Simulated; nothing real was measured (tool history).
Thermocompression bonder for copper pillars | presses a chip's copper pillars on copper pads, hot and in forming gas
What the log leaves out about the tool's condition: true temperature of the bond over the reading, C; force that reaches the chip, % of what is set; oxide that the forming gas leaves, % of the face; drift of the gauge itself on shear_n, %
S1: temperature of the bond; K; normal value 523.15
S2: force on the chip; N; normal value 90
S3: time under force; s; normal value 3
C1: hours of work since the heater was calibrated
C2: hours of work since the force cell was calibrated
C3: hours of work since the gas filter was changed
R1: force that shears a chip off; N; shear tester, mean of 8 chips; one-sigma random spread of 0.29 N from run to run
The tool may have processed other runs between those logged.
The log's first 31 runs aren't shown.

run 32 hour=271.7 | S1=510.15 S2=96 S3=2 | C1=177 C2=421 C3=105 | R1=51.4
run 33 hour=280.1 | S1=510.15 S2=96 S3=2 | C1=180 C2=425 C3=109 | R1=50.9
run 34 hour=290.4 | S1=510.15 S2=96 S3=2 | C1=185 C2=430 C3=114 | R1=51.0
run 35 hour=300.2 | S1=510.15 S2=96 S3=2 | C1=190 C2=434 C3=119 | R1=51.2
-- hour=304.9 gauge calibrated
run 36 hour=306.5 | S1=510.15 S2=96 S3=2 | C1=193 C2=437 C3=122 | R1=49.7
run 37 hour=318.4 | S1=510.15 S2=96 S3=2 | C1=198 C2=443 C3=127 | R1=49.5
run 38 hour=326.5 | S1=527.15 S2=96 S3=5 | C1=202 C2=446 C3=131 | R1=78.9
run 39 hour=337.0 | S1=517.15 S2=96 S3=5 | C1=207 C2=451 C3=136 | R1=72.7

Each row is a separate what-if for the run after 39, all from the same tool condition, not one after another. Results?
run A hour=343.5 | S1=523.15 S2=95 S3=3 | C1=210 C2=454 C3=139 | R1=?
run B hour=343.5 | S1=517.15 S2=75 S3=4 | C1=210 C2=454 C3=139 | R1=?
run C hour=343.5 | S1=543.15 S2=90 S3=3 | C1=210 C2=454 C3=139 | R1=?

run=A R1=65.2
run=B R1=56.7
run=C R1=74.1
The same runs, with their run-to-run variation unchanged, on a tool lacking any hidden condition would have given:
run=A R1=65.0
run=B R1=56.6
run=C R1=73.9

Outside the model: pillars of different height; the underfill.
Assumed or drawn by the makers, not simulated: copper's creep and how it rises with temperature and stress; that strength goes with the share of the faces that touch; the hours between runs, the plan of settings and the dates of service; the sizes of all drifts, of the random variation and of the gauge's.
